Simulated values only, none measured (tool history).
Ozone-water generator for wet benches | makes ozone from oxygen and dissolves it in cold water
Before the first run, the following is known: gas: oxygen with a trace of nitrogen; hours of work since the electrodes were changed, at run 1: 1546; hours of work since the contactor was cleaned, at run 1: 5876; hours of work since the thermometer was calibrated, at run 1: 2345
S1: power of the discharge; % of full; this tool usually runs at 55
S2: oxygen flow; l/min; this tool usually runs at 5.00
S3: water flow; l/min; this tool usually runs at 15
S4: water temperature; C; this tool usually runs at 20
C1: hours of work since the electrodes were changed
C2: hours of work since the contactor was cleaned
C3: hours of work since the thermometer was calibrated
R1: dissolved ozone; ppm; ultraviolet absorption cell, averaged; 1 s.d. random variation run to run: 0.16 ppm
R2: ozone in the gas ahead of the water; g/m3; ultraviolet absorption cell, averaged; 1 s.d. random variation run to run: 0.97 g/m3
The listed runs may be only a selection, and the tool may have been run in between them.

run,hour,S1,S2,S3,S4,C1,C2,C3,R1,R2
1,0.0,55,5.00,15,20,1546,5876,2345,20.3,166.5
2,65.5,55,5.00,15,20,1589,5919,2389,20.5,167.0
3,127.7,55,5.00,15,20,1630,5960,2430,20.1,167.0
4,178.2,55,5.00,15,20,1664,5993,2463,20.2,165.8
5,215.8,55,5.00,16,20,1689,6018,2488,19.3,164.3
6,259.0,80,5.00,16,20,1717,6047,2516,24.2,207.9
7,298.9,80,5.00,16,20,1743,6073,2543,24.5,208.7
8,334.1,55,5.00,15,20,1767,6096,2566,20.3,164.7
9,408.9,55,5.00,15,20,1816,6146,2616,20.3,166.9
10,482.0,55,5.00,15,20,1865,6194,2664,20.3,163.3
11,550.9,55,5.00,15,20,1910,6240,2709,20.2,164.5
12,606.4,55,5.00,15,20,1947,6276,2746,20.1,163.9
13,645.6,49,5.00,15,20,1973,6302,2772,19.1,153.2
14,695.8,49,5.00,15,20,2006,6336,2805,18.7,154.0
15,764.1,49,4.23,15,20,2051,6381,2850,19.4,172.6
16,799.1,49,4.23,15,20,2074,6404,2874,19.3,172.8
17,838.0,49,4.23,15,20,2100,6430,2899,19.6,172.7
18,912.1,49,4.23,15,20,2149,6479,2948,19.6,171.2
19,943.8,55,8.42,15,20,2170,6500,2969,17.2,112.5
20,980.7,55,8.42,15,20,2194,6524,2994,17.2,113.2
21,1056.2,55,8.55,15,23,2244,6574,3043,16.3,113.4
22,1098.4,55,8.55,15,23,2272,6602,3071,16.3,111.1
23,1145.0,46,8.55,15,23,2303,6633,3102,14.6,100.3
24,1209.0,55,3.33,15,20,2345,6675,3145,21.5,215.6
25,1259.1,55,3.33,15,20,2378,6708,3178,21.5,216.9
26,1319.2,65,6.08,17,20,2418,6748,3217,19.7,157.0
27,1353.1,69,8.68,15,18,2440,6770,3240,20.8,125.9
28,1392.1,48,8.12,20,15,2466,6796,3266,15.2,105.8
29,1467.2,48,8.12,20,15,2516,6846,3315,15.4,106.4
30,1524.6,48,8.12,13,15,2554,6884,3353,19.3,105.5
31,1576.2,55,5.00,15,18,2588,6918,3387,21.1,163.0
32,1635.0,98,4.76,18,20,2627,6956,3426,25.9,237.7

3 ways to go on from here, each from the tool as it stands after run 32. What would each give?
A,1673.0,41,4.76,15,20,2652,6982,3451,?,?
B,1673.0,55,5.00,12,20,2652,6982,3451,?,?
C,1673.0,55,2.91,15,19,2652,6982,3451,?,?

run,R1,R2
A,17.0,139.3
B,23.0,161.6
C,22.3,233.6
The same runs, with their run-to-run variation unchanged, on a tool lacking any hidden condition would have given:
run,R1,R2
A,17.0,143.3
B,23.0,166.4
C,22.4,240.5
